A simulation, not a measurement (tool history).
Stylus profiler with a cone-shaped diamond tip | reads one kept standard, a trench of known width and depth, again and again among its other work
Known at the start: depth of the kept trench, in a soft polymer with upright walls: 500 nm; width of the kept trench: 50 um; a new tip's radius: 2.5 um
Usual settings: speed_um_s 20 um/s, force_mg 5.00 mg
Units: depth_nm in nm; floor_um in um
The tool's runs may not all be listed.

run    hour  speed_um_s  force_mg  depth_nm  floor_um
  1     0.0          20      5.00    506.01     45.81
  2    68.5          20      5.00    505.86     45.73
  3   133.3          20      5.00    505.83     45.68
  4   177.3          20      5.00    505.95     45.74
  5   232.7          20      5.00    505.90     45.73
  6   305.3          20      5.00    506.02     45.66
  7   372.7          20      5.00    505.91     45.64
  8   426.7          20      1.77    502.46     45.61
  9   484.0          20      1.77    502.41     45.59
 10   528.9          20      8.32    508.62     45.64
 11   596.0          20      8.32    508.42     45.51
 12   666.6           6      8.32    508.54     45.56
 13   730.2          14      9.07    509.20     45.52
 14   796.8          14      9.07    509.03     45.48
 15   874.4          47      5.38    505.90     45.40
 16   916.7          13      5.00    505.58     45.44
 17   961.4          13      4.33    505.04     45.40
 18  1031.1           6      6.13    506.55     45.41
     1074.1  -- height scale calibrated on a step standard
 19  1097.2          59      6.13    508.05     45.27

Measured less the same run without the tool's hidden state. The same run-to-run variation is in both; the gauge's scatter may not be:
The hidden state here: radius of the tip, um; height scale over the true one, %; drift of the gauge itself on depth_nm, %; drift of the gauge itself on floor_um, %.
run  depth_nm  floor_um
  1     -0.99     -1.17
  2     -1.01     -1.21
  3     -1.04     -1.23
  4     -1.05     -1.25
  5     -1.07     -1.27
  6     -1.09     -1.30
  7     -1.11     -1.33
  8     -1.13     -1.35
  9     -1.14     -1.38
 10     -1.18     -1.39
 11     -1.21     -1.42
 12     -1.23     -1.44
 13     -1.25     -1.47
 14     -1.27     -1.50
 15     -1.30     -1.52
 16     -1.31     -1.54
 17     -1.33     -1.56
 18     -1.36     -1.59
 19     +0.03     -1.60
